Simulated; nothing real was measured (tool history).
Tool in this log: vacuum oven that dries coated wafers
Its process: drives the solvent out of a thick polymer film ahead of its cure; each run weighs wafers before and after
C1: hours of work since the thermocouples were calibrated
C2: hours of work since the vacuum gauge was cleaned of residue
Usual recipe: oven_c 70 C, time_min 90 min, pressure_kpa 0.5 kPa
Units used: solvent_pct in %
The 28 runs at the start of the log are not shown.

{"day": 37.75, "done": "vacuum gauge cleaned of residue and calibrated"}
{"run": 29, "day": 39.317, "oven_c": 62, "time_min": 109, "pressure_kpa": 0.5, "C1": 789, "C2": 15, "solvent_pct": 4.17}
{"run": 30, "day": 40.112, "oven_c": 62, "time_min": 109, "pressure_kpa": 0.5, "C1": 797, "C2": 23, "solvent_pct": 4.16}
{"run": 31, "day": 41.346, "oven_c": 62, "time_min": 109, "pressure_kpa": 0.5, "C1": 809, "C2": 35, "solvent_pct": 4.14}
{"day": 42.125, "done": "vacuum gauge cleaned of residue and calibrated, once more"}
{"run": 32, "day": 42.954, "oven_c": 62, "time_min": 109, "pressure_kpa": 0.5, "C1": 824, "C2": 8, "solvent_pct": 3.96}
{"run": 33, "day": 44.038, "oven_c": 62, "time_min": 109, "pressure_kpa": 0.5, "C1": 835, "C2": 19, "solvent_pct": 3.95}
{"run": 34, "day": 45.858, "oven_c": 70, "time_min": 62, "pressure_kpa": 0.617, "C1": 853, "C2": 37, "solvent_pct": 3.87}
{"run": 35, "day": 47.1, "oven_c": 70, "time_min": 62, "pressure_kpa": 0.617, "C1": 865, "C2": 49, "solvent_pct": 3.85}
{"run": 36, "day": 48.446, "oven_c": 67, "time_min": 67, "pressure_kpa": 0.445, "C1": 878, "C2": 62, "solvent_pct": 4.55}
{"run": 37, "day": 49.425, "oven_c": 82, "time_min": 82, "pressure_kpa": 0.524, "C1": 888, "C2": 72, "solvent_pct": 0.39}
{"run": 38, "day": 50.567, "oven_c": 72, "time_min": 109, "pressure_kpa": 0.695, "C1": 899, "C2": 83, "solvent_pct": 1.14}
{"run": 39, "day": 52.333, "oven_c": 83, "time_min": 90, "pressure_kpa": 0.5, "C1": 916, "C2": 100, "solvent_pct": 0.26}
{"run": 40, "day": 53.271, "oven_c": 83, "time_min": 90, "pressure_kpa": 0.5, "C1": 925, "C2": 109, "solvent_pct": 0.23}
{"run": 41, "day": 54.367, "oven_c": 65, "time_min": 90, "pressure_kpa": 1.778, "C1": 936, "C2": 120, "solvent_pct": 4.4}
{"run": 42, "day": 55.517, "oven_c": 65, "time_min": 90, "pressure_kpa": 1.778, "C1": 947, "C2": 131, "solvent_pct": 4.37}
{"run": 43, "day": 57.004, "oven_c": 85, "time_min": 90, "pressure_kpa": 0.5, "C1": 962, "C2": 146, "solvent_pct": 0.2}
{"run": 44, "day": 58.142, "oven_c": 85, "time_min": 128, "pressure_kpa": 1.052, "C1": 973, "C2": 157, "solvent_pct": 0.26}
{"run": 45, "day": 59.362, "oven_c": 85, "time_min": 128, "pressure_kpa": 1.052, "C1": 985, "C2": 169, "solvent_pct": 0.29}
{"run": 46, "day": 60.962, "oven_c": 78, "time_min": 90, "pressure_kpa": 0.5, "C1": 1001, "C2": 185, "solvent_pct": 0.6}
{"run": 47, "day": 62.225, "oven_c": 60, "time_min": 90, "pressure_kpa": 0.526, "C1": 1013, "C2": 197, "solvent_pct": 5.78}
{"run": 48, "day": 63.125, "oven_c": 60, "time_min": 90, "pressure_kpa": 0.293, "C1": 1022, "C2": 206, "solvent_pct": 5.65}

What if the next run were any one of these 3? Each begins from the tool's condition after run 48:
{"run": "A", "day": 64.567, "oven_c": 67, "time_min": 78, "pressure_kpa": 1.414, "C1": 1036, "C2": 220, "solvent_pct": "?"}
{"run": "B", "day": 64.567, "oven_c": 63, "time_min": 51, "pressure_kpa": 0.646, "C1": 1036, "C2": 220, "solvent_pct": "?"}
{"run": "C", "day": 64.567, "oven_c": 73, "time_min": 90, "pressure_kpa": 1.726, "C1": 1036, "C2": 220, "solvent_pct": "?"}

run=A solvent_pct=4.15
run=B solvent_pct=7.69
run=C solvent_pct=1.86
Had the tool no hidden state, the same runs would have come out as:
run=A solvent_pct=4.87
run=B solvent_pct=8.41
run=C solvent_pct=2.3
